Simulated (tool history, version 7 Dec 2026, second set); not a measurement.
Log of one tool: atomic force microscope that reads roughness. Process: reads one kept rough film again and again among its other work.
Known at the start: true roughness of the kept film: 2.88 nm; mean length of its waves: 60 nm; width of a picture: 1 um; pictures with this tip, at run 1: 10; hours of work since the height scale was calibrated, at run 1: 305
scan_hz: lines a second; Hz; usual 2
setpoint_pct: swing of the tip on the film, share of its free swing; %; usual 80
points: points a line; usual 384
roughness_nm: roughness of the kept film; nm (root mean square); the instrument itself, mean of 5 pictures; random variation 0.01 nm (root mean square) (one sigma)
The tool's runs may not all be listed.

run     day  scan_hz  setpoint_pct  points  pictures with this tip  hours of work since the height scale was calibrated  roughness_nm
  1       0        2            80     384                      10                                                  305         2.383
  2   0.921        2            80     384                      38                                                  315         2.379
  3   1.771        2            80     384                      64                                                  324          2.38
  4   3.033        2            80     384                     103                                                  337         2.369
  5   4.112        2            80     384                     136                                                  348         2.364
  6   5.629        2            80     384                     183                                                  364         2.374
      6.588  -- new tip fitted
  7   6.788        2            59     384                       6                                                  376         2.671
  8   8.558        2            59     384                      60                                                  394          2.66
  9  10.471        2            59     384                     119                                                  414         2.672
 10  12.008        2            59     384                     166                                                  430           2.7
     13.479  -- new tip fitted
 11  13.958        2            59     384                      15                                                  450          2.66
 12  14.867        2            63     384                      43                                                  460         2.643
 13   15.95     1.17            80     437                      76                                                  471         2.542
 14  17.371     1.17            80     437                     119                                                  486          2.52
 15  18.746     1.17            80     437                     162                                                  500         2.548

The next listed run, before its measurement:
 16  19.858     1.17            80     437                     196                                                  512             ?

roughness_nm: 2.534 nm (root mean square)
Without the tool's hidden state the same run would have given roughness_nm 2.537 nm (root mean square).
